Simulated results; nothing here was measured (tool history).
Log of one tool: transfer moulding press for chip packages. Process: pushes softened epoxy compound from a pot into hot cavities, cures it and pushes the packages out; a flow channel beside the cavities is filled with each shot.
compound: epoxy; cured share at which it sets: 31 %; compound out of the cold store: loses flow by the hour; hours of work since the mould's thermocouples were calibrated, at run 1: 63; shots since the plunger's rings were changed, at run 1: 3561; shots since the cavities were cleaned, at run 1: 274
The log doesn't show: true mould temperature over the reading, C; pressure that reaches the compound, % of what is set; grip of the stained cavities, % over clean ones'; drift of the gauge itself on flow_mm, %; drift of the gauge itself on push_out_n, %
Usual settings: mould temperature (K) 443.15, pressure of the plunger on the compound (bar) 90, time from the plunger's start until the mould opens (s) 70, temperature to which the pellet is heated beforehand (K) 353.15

run	hour	mould temperature (K)	pressure of the plunger on the compound (bar)	time from the plunger's start until the mould opens (s)	temperature to which the pellet is heated beforehand (K)	hours of work since the mould's thermocouples were calibrated	shots since the plunger's rings were changed	shots since the cavities were cleaned	incoming compound's hours out of the cold store	length that the compound runs in the flow channel (mm)	greatest force on the pins that push the packages out (N)
1	0	443.15	90	70	353.15	63	3561	274	12.4	748	461
# hour 37.2: cavities cleaned with cleaning compound and waxed
2	37.2	443.15	90	70	353.15	82	3991	0	27.8	690	419
# hour 50.2: plunger's sealing rings changed
# hour 100.3: cavities cleaned with cleaning compound and waxed
3	100.3	443.15	90	70	353.15	115	586	0	29.4	685	440
4	143.1	443.15	90	70	353.15	139	1103	517	40	648	431
# hour 162.9: cavities cleaned with cleaning compound and waxed
5	204.1	443.15	90	70	353.15	171	1819	497	40.5	641	426
# hour 221.6: cavities cleaned with cleaning compound and waxed
6	273.4	443.15	90	70	353.15	209	2638	625	16.8	732	448
# hour 284.7: cavities cleaned with cleaning compound and waxed
7	328.2	443.15	90	58	353.15	238	3280	524	45.3	623	616
# hour 343.5: cavities cleaned with cleaning compound and waxed
8	364.9	443.15	90	58	353.15	258	3704	257	40.5	643	632
# hour 401.9: plunger's sealing rings changed
# hour 406.8: cavities cleaned with cleaning compound and waxed
9	406.8	443.15	90	58	353.15	279	41	0	33.6	659	668
# hour 466.2: cavities cleaned with cleaning compound and waxed
10	466.2	443.15	90	70	353.15	311	740	0	26.7	694	448
11	495.5	443.15	90	70	353.15	327	1093	353	41.9	636	427
# hour 528.1: cavities cleaned with cleaning compound and waxed
12	562.3	443.15	90	70	352.15	363	1880	412	34.5	664	430
# hour 590.9: cavities cleaned with cleaning compound and waxed
13	620.1	443.15	90	70	353.15	394	2560	353	25.3	700	452
# hour 652.8: cavities cleaned with cleaning compound and waxed
14	685.1	443.15	90	70	353.15	429	3326	390	10.4	756	456
# hour 717.3: cavities cleaned with cleaning compound and waxed
15	743.1	443.15	90	70	353.15	460	4007	311	47.5	620	439
# hour 754.7: plunger's sealing rings changed
# hour 780: cavities cleaned with cleaning compound and waxed
# hour 790.6: mould's thermocouples calibrated
16	812.5	443.15	90	70	343.15	12	655	367	25.5	699	456
# hour 844.3: cavities cleaned with cleaning compound and waxed
17	867.2	438.15	90	65	353.15	41	1296	275	24.9	707	717
# hour 904.8: cavities cleaned with cleaning compound and waxed
18	927.6	439.15	97.9	72	348.15	74	2008	275	15.5	784	554
# hour 964.9: cavities cleaned with cleaning compound and waxed
19	981.6	436.15	88.3	90	359.15	103	2640	201	30.7	685	410
# hour 1023.9: cavities cleaned with cleaning compound and waxed
20	1036.3	440.15	88.3	90	353.15	132	3282	149	40.6	642	363
21	1069.6	443.15	84.9	57	353.15	151	3683	550	25.5	678	709

The next listed run, before its measurement:
# hour 1088.6: cavities cleaned with cleaning compound and waxed
# hour 1111.5: plunger's sealing rings changed
22	1129.9	443.15	90	80	353.15	182	222	467	46	?	?

length that the compound runs in the flow channel (mm): 634
greatest force on the pins that push the packages out (N): 368
Without the tool's hidden state the same run would have given length that the compound runs in the flow channel (mm) 634, greatest force on the pins that push the packages out (N) 364.
